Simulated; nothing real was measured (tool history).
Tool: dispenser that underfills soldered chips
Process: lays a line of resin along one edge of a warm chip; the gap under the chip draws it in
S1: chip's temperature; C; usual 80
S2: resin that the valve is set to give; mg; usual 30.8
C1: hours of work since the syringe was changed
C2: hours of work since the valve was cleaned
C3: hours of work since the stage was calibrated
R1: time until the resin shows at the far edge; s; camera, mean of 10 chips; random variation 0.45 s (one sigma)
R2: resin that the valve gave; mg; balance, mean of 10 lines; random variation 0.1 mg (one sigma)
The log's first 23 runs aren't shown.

run	day	S1	S2	C1	C2	C3	R1	R2
24	3.100	79	36.2	2	52	93	37.1	34.51
25	3.258	91	34.2	4	55	96	27.0	32.66
26	3.429	91	34.2	7	58	99	30.7	32.43
27	3.525	91	34.2	8	59	100	32.7	32.56
# day 3.621: new syringe of resin
28	3.621	91	34.2	0	61	101	23.4	32.65
29	3.762	91	28.9	2	63	104	27.0	27.33
30	3.950	91	28.9	5	66	107	30.8	27.33
# day 4.146: dispensing valve cleaned and set on the balance
31	4.183	74	28.3	8	1	110	58.1	28.40

Forecast each of these 4 alternatives for the next run:
# day 4.288: new syringe of resin
A	4.346	69	36.8	1	3	112	?	?
# day 4.288: new syringe of resin
B	4.346	85	29.9	1	3	112	?	?
# day 4.288: new syringe of resin
C	4.346	94	30.4	1	3	112	?	?
# day 4.288: new syringe of resin
D	4.346	71	30.8	1	3	112	?	?

run	R1	R2
A	49.1	36.81
B	29.9	29.79
C	22.7	30.33
D	46.8	30.71
Without the tool's hidden state the same runs would have given:
run	R1	R2
A	46.8	36.87
B	28.5	29.83
C	21.7	30.38
D	44.5	30.76

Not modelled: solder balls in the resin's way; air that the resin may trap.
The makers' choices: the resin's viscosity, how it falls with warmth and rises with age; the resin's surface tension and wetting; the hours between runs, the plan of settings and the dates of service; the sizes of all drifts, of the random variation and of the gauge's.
